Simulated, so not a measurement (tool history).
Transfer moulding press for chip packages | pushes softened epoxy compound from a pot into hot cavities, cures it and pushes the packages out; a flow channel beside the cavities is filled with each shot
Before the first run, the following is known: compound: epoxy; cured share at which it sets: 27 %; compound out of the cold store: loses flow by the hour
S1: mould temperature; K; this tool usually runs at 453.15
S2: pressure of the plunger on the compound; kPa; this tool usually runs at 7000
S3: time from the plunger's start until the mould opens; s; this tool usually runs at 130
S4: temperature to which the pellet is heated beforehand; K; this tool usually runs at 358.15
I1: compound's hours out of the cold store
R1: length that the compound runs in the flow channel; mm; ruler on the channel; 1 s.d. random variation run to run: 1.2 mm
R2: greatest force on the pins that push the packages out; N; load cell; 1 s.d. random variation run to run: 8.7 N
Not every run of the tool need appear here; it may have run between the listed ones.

run     day      S1    S2   S3      S4    I1    R1   R2
  1   0.000  453.15  7000  130  358.15  22.3   954  388
      0.100  -- cavities cleaned with cleaning compound and waxed
  2   0.575  453.15  7000  130  358.15  31.5   923  398
  3   1.067  453.15  5560  130  358.15  28.4   830  389
  4   1.450  453.15  7000  130  358.15  10.0  1002  396
  5   2.067  453.15  7000  130  358.15  26.6   941  404
  6   2.646  445.15  7000  130  358.15  13.2  1027  719
      2.867  -- cavities cleaned with cleaning compound and waxed
  7   3.192  445.15  7000  130  358.15  27.3   974  685
  8   3.708  445.15  7000  130  358.15  44.9   913  639
  9   4.150  453.15  7000  147  358.15  44.9   877  345
 10   4.662  453.15  7000  147  358.15   8.2  1006  342
      5.346  -- plunger's sealing rings changed
 11   5.392  453.15  7000  147  358.15  29.4   930  331
      5.733  -- cavities cleaned with cleaning compound and waxed
 12   5.996  453.15  7000  155  358.15  32.6   918  341
 13   6.596  453.15  5420  130  358.15  23.1   837  398
 14   6.879  453.15  5420  130  358.15  24.7   834  399
 15   7.517  458.15  5420  118  358.15  14.9   844  361
 16   8.042  449.15  7680  123  358.15  38.3   961  535
 17   8.325  447.15  6220  123  352.15   9.5   971  721
      8.525  -- cavities cleaned with cleaning compound and waxed
 18   8.938  447.15  6220  123  352.15  18.2   940  653
 19   9.367  447.15  6840  134  367.15  31.2   938  547
 20   9.675  449.15  7000  124  358.15   9.4  1019  555
 21  10.246  459.15  7140  151  368.15  38.9   884  320
 22  10.767  459.15  7140  151  368.15  31.3   908  317
     10.904  -- mould's thermocouples calibrated
 23  11.167  453.15  7390  134  358.15  33.3   942  380
     11.396  -- cavities cleaned with cleaning compound and waxed
 24  11.788  454.15  5870  143  355.15  30.2   846  336
 25  12.196  454.15  5870  143  355.15  43.7   805  345
 26  12.512  453.15  8420  130  367.15  12.3  1085  388
 27  12.933  453.15  8420  130  367.15  47.8   954  382
 28  13.383  453.15  8420  126  367.15  24.6  1037  400

Consider 5 possible next runs. They are alternatives, not a sequence: every one starts from the tool as it was left by run 28. What does each give?
  A  13.929  459.15  6870  155  367.15   8.9   ?   ?
  B  13.929  451.15  8420  126  359.15  11.7   ?   ?
  C  13.929  454.15  8150  165  358.15  38.1   ?   ?
  D  13.929  453.15  6860  143  355.15  14.2   ?   ?
  E  13.929  457.15  7000  130  358.15  40.8   ?   ?

run    R1   R2
  A   970  311
  B  1102  461
  C   967  323
  D   971  359
  E   877  340
Without the tool's unlogged condition, the same runs would have read:
run    R1   R2
  A   970  309
  B  1102  458
  C   967  321
  D   972  357
  E   877  338
